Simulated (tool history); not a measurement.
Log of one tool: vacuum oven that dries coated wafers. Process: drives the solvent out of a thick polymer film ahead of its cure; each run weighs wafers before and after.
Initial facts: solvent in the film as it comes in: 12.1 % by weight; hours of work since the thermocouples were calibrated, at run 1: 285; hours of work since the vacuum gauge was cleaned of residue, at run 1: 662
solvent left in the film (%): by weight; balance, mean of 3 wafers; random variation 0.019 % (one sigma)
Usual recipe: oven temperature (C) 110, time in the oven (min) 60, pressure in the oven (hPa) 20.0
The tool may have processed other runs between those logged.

| run | day | oven temperature (C) | time in the oven (min) | pressure in the oven (hPa) | hours of work since the thermocouples were calibrated | hours of work since the vacuum gauge was cleaned of residue | solvent left in the film (%) |
|---|---|---|---|---|---|---|---|
| 1 | 0.000 | 110 | 60 | 20.0 | 285 | 662 | 3.17 |
| 2 | 0.712 | 110 | 60 | 20.0 | 296 | 674 | 3.17 |
| 3 | 1.708 | 110 | 60 | 20.0 | 313 | 690 | 3.16 |
| 4 | 2.854 | 110 | 60 | 20.0 | 332 | 709 | 3.21 |
| 5 | 4.046 | 110 | 60 | 20.0 | 352 | 729 | 3.21 |
| 6 | 4.788 | 110 | 60 | 15.9 | 364 | 742 | 2.99 |
| 7 | 5.433 | 105 | 60 | 15.9 | 375 | 752 | 3.93 |
| 8 | 6.288 | 105 | 60 | 15.9 | 389 | 767 | 3.90 |
| 9 | 6.975 | 105 | 60 | 15.9 | 401 | 778 | 3.88 |
| 10 | 8.225 | 110 | 60 | 20.0 | 422 | 799 | 3.16 |
| 11 | 9.312 | 110 | 60 | 20.0 | 440 | 817 | 3.16 |
| 12 | 10.412 | 110 | 60 | 20.0 | 458 | 835 | 3.14 |
| 13 | 10.992 | 110 | 60 | 20.0 | 468 | 845 | 3.13 |
| 14 | 12.046 | 110 | 60 | 20.0 | 485 | 863 | 3.12 |
| 15 | 12.608 | 110 | 60 | 20.0 | 495 | 872 | 3.15 |
| 16 | 13.917 | 110 | 66 | 20.0 | 517 | 894 | 2.87 |
| 17 | 15.154 | 110 | 66 | 20.0 | 537 | 914 | 2.87 |
| 18 | 16.454 | 110 | 66 | 20.0 | 559 | 936 | 2.81 |
| 19 | 17.675 | 114 | 87 | 52.3 | 579 | 957 | 2.97 |
| 20 | 18.758 | 114 | 55 | 45.5 | 597 | 975 | 3.65 |
| 21 | 19.562 | 114 | 55 | 45.5 | 611 | 988 | 3.68 |
| 22 | 20.417 | 114 | 55 | 45.5 | 625 | 1002 | 3.62 |
| 23 | 21.371 | 119 | 92 | 57.6 | 641 | 1018 | 2.47 |
| 24 | 22.638 | 99 | 60 | 47.1 | 662 | 1039 | 6.53 |
| 25 | 23.638 | 102 | 79 | 43.0 | 679 | 1056 | 5.00 |
| 26 | 24.258 | 102 | 79 | 43.0 | 689 | 1066 | 4.94 |
| 27 | 24.867 | 117 | 37 | 15.6 | 699 | 1076 | 3.25 |
| 28 | 25.471 | 117 | 37 | 15.6 | 709 | 1087 | 3.24 |
| 29 | 26.362 | 117 | 37 | 15.6 | 724 | 1101 | 3.24 |
| 30 | 27.471 | 110 | 60 | 55.1 | 743 | 1120 | 4.57 |
| 31 | 28.783 | 96 | 53 | 11.6 | 765 | 1142 | 5.70 |
| 32 | 29.700 | 96 | 53 | 55.7 | 780 | 1157 | 7.82 |
| 33 | 30.671 | 118 | 38 | 11.4 | 796 | 1173 | 2.82 |
| 34 | 31.808 | 101 | 94 | 24.4 | 815 | 1192 | 3.66 |
| 35 | 32.517 | 101 | 94 | 24.4 | 827 | 1204 | 3.63 |
| 36 | 33.825 | 105 | 33 | 19.5 | 849 | 1226 | 5.88 |

Per-run results on a tool with no hidden state, each run keeping its own random variation:
What the log doesn't record here: true wafer temperature over the reading, C; true pressure over the reading, kPa; drift of the gauge itself on solvent_pct, %.
| run | solvent left in the film (%) |
|---|---|
| 1 | 3.20 |
| 2 | 3.20 |
| 3 | 3.20 |
| 4 | 3.25 |
| 5 | 3.26 |
| 6 | 3.03 |
| 7 | 3.98 |
| 8 | 3.96 |
| 9 | 3.94 |
| 10 | 3.22 |
| 11 | 3.22 |
| 12 | 3.21 |
| 13 | 3.20 |
| 14 | 3.19 |
| 15 | 3.23 |
| 16 | 2.95 |
| 17 | 2.95 |
| 18 | 2.90 |
| 19 | 3.05 |
| 20 | 3.77 |
| 21 | 3.80 |
| 22 | 3.75 |
| 23 | 2.53 |
| 24 | 6.68 |
| 25 | 5.15 |
| 26 | 5.09 |
| 27 | 3.39 |
| 28 | 3.38 |
| 29 | 3.38 |
| 30 | 4.74 |
| 31 | 5.84 |
| 32 | 8.00 |
| 33 | 2.98 |
| 34 | 3.82 |
| 35 | 3.80 |
| 36 | 6.05 |
